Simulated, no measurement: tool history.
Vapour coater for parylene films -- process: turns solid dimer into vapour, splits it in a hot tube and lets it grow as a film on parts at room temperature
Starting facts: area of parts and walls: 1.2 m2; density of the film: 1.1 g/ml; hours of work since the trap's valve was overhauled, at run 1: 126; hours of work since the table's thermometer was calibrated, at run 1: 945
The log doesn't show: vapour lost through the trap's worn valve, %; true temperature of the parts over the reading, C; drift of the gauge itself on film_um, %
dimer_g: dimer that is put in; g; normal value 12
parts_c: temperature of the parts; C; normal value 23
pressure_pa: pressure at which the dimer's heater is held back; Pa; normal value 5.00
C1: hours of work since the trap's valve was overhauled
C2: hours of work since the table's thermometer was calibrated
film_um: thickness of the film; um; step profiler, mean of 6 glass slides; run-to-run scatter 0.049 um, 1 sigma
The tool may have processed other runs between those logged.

{"run": 1, "hour": 0.0, "dimer_g": 12, "parts_c": 23, "pressure_pa": 5.0, "C1": 126, "C2": 945, "film_um": 5.5}
{"run": 2, "hour": 34.7, "dimer_g": 12, "parts_c": 23, "pressure_pa": 5.0, "C1": 152, "C2": 972, "film_um": 5.51}
{"run": 3, "hour": 54.2, "dimer_g": 12, "parts_c": 23, "pressure_pa": 5.0, "C1": 167, "C2": 987, "film_um": 5.54}
{"run": 4, "hour": 83.5, "dimer_g": 12, "parts_c": 23, "pressure_pa": 5.0, "C1": 190, "C2": 1009, "film_um": 5.43}
{"run": 5, "hour": 120.2, "dimer_g": 12, "parts_c": 23, "pressure_pa": 5.0, "C1": 218, "C2": 1037, "film_um": 5.6}
{"run": 6, "hour": 160.8, "dimer_g": 12, "parts_c": 23, "pressure_pa": 5.0, "C1": 249, "C2": 1069, "film_um": 5.47}
{"run": 7, "hour": 189.0, "dimer_g": 12, "parts_c": 23, "pressure_pa": 5.0, "C1": 271, "C2": 1090, "film_um": 5.49}
{"run": 8, "hour": 210.7, "dimer_g": 12, "parts_c": 23, "pressure_pa": 5.0, "C1": 288, "C2": 1107, "film_um": 5.51}
{"run": 9, "hour": 247.1, "dimer_g": 12, "parts_c": 25, "pressure_pa": 5.0, "C1": 316, "C2": 1135, "film_um": 5.28}
{"run": 10, "hour": 275.1, "dimer_g": 11, "parts_c": 28, "pressure_pa": 6.17, "C1": 337, "C2": 1156, "film_um": 4.48}
{"run": 11, "hour": 295.8, "dimer_g": 12, "parts_c": 23, "pressure_pa": 8.96, "C1": 353, "C2": 1172, "film_um": 5.04}
{"run": 12, "hour": 328.4, "dimer_g": 7, "parts_c": 35, "pressure_pa": 4.97, "C1": 378, "C2": 1197, "film_um": 2.61}
{"run": 13, "hour": 355.9, "dimer_g": 7, "parts_c": 35, "pressure_pa": 4.97, "C1": 399, "C2": 1219, "film_um": 2.68}
{"run": 14, "hour": 398.6, "dimer_g": 9, "parts_c": 23, "pressure_pa": 3.24, "C1": 432, "C2": 1251, "film_um": 4.5}
{"run": 15, "hour": 428.5, "dimer_g": 9, "parts_c": 23, "pressure_pa": 3.24, "C1": 455, "C2": 1274, "film_um": 4.44}

Estimate the outcome of run 16 from the log above:
{"hour": 435.2, "done": "trap's valve overhauled"}
{"run": 16, "hour": 450.8, "dimer_g": 12, "parts_c": 23, "pressure_pa": 5.03, "C1": 12, "C2": 1288, "film_um": "?"}

film_um: 5.61 um
Minus the tool's unlogged condition, the same run would have read film_um 5.60 um.
